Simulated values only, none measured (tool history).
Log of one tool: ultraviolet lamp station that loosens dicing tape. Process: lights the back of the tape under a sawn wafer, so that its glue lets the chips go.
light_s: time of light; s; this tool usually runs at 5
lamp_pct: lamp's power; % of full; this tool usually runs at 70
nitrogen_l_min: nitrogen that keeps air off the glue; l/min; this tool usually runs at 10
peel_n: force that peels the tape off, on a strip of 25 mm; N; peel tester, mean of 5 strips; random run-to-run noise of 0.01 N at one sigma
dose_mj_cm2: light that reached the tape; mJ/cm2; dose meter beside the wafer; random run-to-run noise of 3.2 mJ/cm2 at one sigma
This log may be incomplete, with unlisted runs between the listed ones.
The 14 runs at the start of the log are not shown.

run,hour,light_s,lamp_pct,nitrogen_l_min,hours of work of the lamp,hours of work since the window was cleaned,peel_n,dose_mj_cm2
# hour 201.8: window cleaned of glue's vapour
15,220.3,5,70,10,323,11,0.691,395
16,233.1,5,70,10,330,18,0.685,387
# hour 252.2: window cleaned of glue's vapour, once more
17,253.8,6,76,14,341,1,0.336,552
18,269.5,9,70,16,350,10,0.191,759
19,285.4,5,65,9,359,19,0.741,392
20,295.6,6,67,6,365,25,0.644,480
21,314.2,2,85,8,376,35,1.671,204
22,328.4,4,72,15,384,43,0.711,337
23,345.0,4,72,15,393,53,0.715,337
24,353.6,3,89,8,398,58,1.085,310
25,372.5,3,94,8,409,68,1.012,325
26,391.7,4,85,11,420,79,0.656,389
27,413.0,4,85,11,432,91,0.689,382
28,433.1,4,85,17,443,103,0.563,378
29,453.1,2,73,18,455,114,1.559,164
30,472.5,2,63,18,466,125,1.842,138
31,492.0,8,69,3,477,136,0.717,605

Run 32 is up next; what results do you expect?
32,512.8,4,70,19,489,148,?,?

peel_n: 0.778 N
dose_mj_cm2: 302 mJ/cm2
With the hidden condition absent and the run-to-run variation left alone, this run would have shown peel_n 0.493 N, dose_mj_cm2 407 mJ/cm2.
